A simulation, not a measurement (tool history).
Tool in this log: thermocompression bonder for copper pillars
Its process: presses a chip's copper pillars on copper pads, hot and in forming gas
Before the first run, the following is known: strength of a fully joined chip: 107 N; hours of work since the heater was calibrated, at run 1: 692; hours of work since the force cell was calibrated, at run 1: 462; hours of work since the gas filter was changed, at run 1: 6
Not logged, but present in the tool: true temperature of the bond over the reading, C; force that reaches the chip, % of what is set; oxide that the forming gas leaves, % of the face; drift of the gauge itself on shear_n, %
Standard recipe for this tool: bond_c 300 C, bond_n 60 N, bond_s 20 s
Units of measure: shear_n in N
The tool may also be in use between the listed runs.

run,hour,bond_c,bond_n,bond_s,hours of work since the heater was calibrated,hours of work since the force cell was calibrated,hours of work since the gas filter was changed,shear_n
1,0.0,300,60,20,692,462,6,81.0
2,12.3,300,60,20,699,469,13,81.5
# hour 33.4: heater calibrated with a thermocouple chip
3,39.2,300,60,20,3,483,27,77.0
4,68.2,300,60,20,20,500,43,75.1
5,84.7,300,60,20,29,509,53,74.3
6,101.7,300,60,20,39,519,62,74.8
7,131.0,300,60,20,56,536,79,74.1
8,144.3,280,60,20,63,543,87,63.7
9,161.6,280,60,20,73,553,97,64.1
10,177.7,289,60,20,82,562,106,67.2
11,202.0,306,73,55,96,576,120,94.7
12,216.9,306,73,55,104,585,128,93.2
# hour 224.7: forming gas filter changed
13,231.9,306,73,13,113,593,4,83.4

Subtracting, for every run, the result it would have given without the tool's unlogged condition from the measured result gives the following. The same run-to-run variation enters both numbers; the gauge's scatter may not:
run,shear_n
1,+2.0
2,+1.8
3,-3.3
4,-3.9
5,-4.2
6,-4.8
7,-5.4
8,-5.3
9,-5.7
10,-6.3
11,-7.9
12,-8.3
13,-2.0
